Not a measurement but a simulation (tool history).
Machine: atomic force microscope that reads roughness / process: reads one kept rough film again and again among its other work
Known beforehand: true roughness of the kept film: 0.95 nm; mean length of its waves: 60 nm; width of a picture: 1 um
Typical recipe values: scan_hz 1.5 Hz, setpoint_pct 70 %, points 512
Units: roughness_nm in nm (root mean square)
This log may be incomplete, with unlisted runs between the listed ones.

Run 1, hour 0: usual settings. Result: roughness_nm 0.86 nm (root mean square).
Run 2, hour 13.9: usual settings. Result: roughness_nm 0.859 nm (root mean square).
Run 3, hour 31.8: usual settings. Result: roughness_nm 0.851 nm (root mean square).
At hour 34.9: new tip fitted.
Run 4, hour 47.1: usual settings but scan_hz 3.78 Hz. Result: roughness_nm 0.774 nm (root mean square).
Run 5, hour 76.1: usual settings but scan_hz 3.78 Hz. Result: roughness_nm 0.769 nm (root mean square).
Run 6, hour 91.2: usual settings but setpoint_pct 60 %. Result: roughness_nm 0.885 nm (root mean square).
At hour 103.1: new tip fitted.
Run 7, hour 110.5: usual settings. Result: roughness_nm 0.863 nm (root mean square).
Run 8, hour 137.8: usual settings but scan_hz 1.68 Hz. Result: roughness_nm 0.847 nm (root mean square).
Run 9, hour 161.4: usual settings but setpoint_pct 74 %, points 751. Result: roughness_nm 0.839 nm (root mean square).
At hour 171.3: new tip fitted.
Run 10, hour 179.7: usual settings but setpoint_pct 86 %, points 751. Result: roughness_nm 0.79 nm (root mean square).
Run 11, hour 198.7: usual settings but setpoint_pct 86 %, points 751. Result: roughness_nm 0.786 nm (root mean square).

Expected results for the next run?
Run 12, hour 222.4: usual settings but setpoint_pct 86 %, points 751. Result: roughness_nm ?.

Run 12 gave roughness_nm 0.781 nm (root mean square).
The same run, on a tool lacking any hidden state, would have yielded roughness_nm 0.793 nm (root mean square).
